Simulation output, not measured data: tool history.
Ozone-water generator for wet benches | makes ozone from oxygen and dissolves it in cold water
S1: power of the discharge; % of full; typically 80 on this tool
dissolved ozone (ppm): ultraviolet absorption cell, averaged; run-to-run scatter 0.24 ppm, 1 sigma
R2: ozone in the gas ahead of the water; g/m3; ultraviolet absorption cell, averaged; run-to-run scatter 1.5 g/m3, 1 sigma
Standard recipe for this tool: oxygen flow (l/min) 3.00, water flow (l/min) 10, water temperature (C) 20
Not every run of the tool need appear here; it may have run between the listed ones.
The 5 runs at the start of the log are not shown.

run 6 hour=97.7 | S1=80 oxygen_flow_(l/min)=3.00 water_flow_(l/min)=10 water_temperature_(C)=20 | dissolved_ozone_(ppm)=35.1 R2=286.2
run 7 hour=114.1 | S1=80 oxygen_flow_(l/min)=3.00 water_flow_(l/min)=10 water_temperature_(C)=20 | dissolved_ozone_(ppm)=34.7 R2=287.8
run 8 hour=135.9 | S1=80 oxygen_flow_(l/min)=3.00 water_flow_(l/min)=10 water_temperature_(C)=20 | dissolved_ozone_(ppm)=34.7 R2=286.9
run 9 hour=159.3 | S1=80 oxygen_flow_(l/min)=3.00 water_flow_(l/min)=10 water_temperature_(C)=20 | dissolved_ozone_(ppm)=34.8 R2=287.9
run 10 hour=177.3 | S1=80 oxygen_flow_(l/min)=3.00 water_flow_(l/min)=10 water_temperature_(C)=20 | dissolved_ozone_(ppm)=34.9 R2=284.6
run 11 hour=200.2 | S1=80 oxygen_flow_(l/min)=3.00 water_flow_(l/min)=10 water_temperature_(C)=20 | dissolved_ozone_(ppm)=34.5 R2=282.4
run 12 hour=226.9 | S1=80 oxygen_flow_(l/min)=3.00 water_flow_(l/min)=10 water_temperature_(C)=20 | dissolved_ozone_(ppm)=35.3 R2=285.3
run 13 hour=244.1 | S1=80 oxygen_flow_(l/min)=3.00 water_flow_(l/min)=8 water_temperature_(C)=20 | dissolved_ozone_(ppm)=39.6 R2=284.0
run 14 hour=261.6 | S1=80 oxygen_flow_(l/min)=3.00 water_flow_(l/min)=10 water_temperature_(C)=13 | dissolved_ozone_(ppm)=38.9 R2=286.7
run 15 hour=276.7 | S1=80 oxygen_flow_(l/min)=2.03 water_flow_(l/min)=10 water_temperature_(C)=20 | dissolved_ozone_(ppm)=31.4 R2=323.1
run 16 hour=297.5 | S1=80 oxygen_flow_(l/min)=2.03 water_flow_(l/min)=10 water_temperature_(C)=20 | dissolved_ozone_(ppm)=31.4 R2=321.0
run 17 hour=320.2 | S1=80 oxygen_flow_(l/min)=2.03 water_flow_(l/min)=10 water_temperature_(C)=20 | dissolved_ozone_(ppm)=31.8 R2=324.7
run 18 hour=333.6 | S1=80 oxygen_flow_(l/min)=3.00 water_flow_(l/min)=9 water_temperature_(C)=20 | dissolved_ozone_(ppm)=37.1 R2=281.5
run 19 hour=351.4 | S1=80 oxygen_flow_(l/min)=4.84 water_flow_(l/min)=14 water_temperature_(C)=16 | dissolved_ozone_(ppm)=32.7 R2=246.2

What does the tool deliver on the next run?
run 20 hour=366.1 | S1=80 oxygen_flow_(l/min)=4.84 water_flow_(l/min)=14 water_temperature_(C)=16 | dissolved_ozone_(ppm)=? R2=?

{"run 20": {"dissolved ozone (ppm)": 32.7, "R2": 246.1}}
Were there no unlogged condition in the tool, this run, its random variation unchanged, would have produced dissolved ozone (ppm) 33.9, R2 250.7 g/m3.

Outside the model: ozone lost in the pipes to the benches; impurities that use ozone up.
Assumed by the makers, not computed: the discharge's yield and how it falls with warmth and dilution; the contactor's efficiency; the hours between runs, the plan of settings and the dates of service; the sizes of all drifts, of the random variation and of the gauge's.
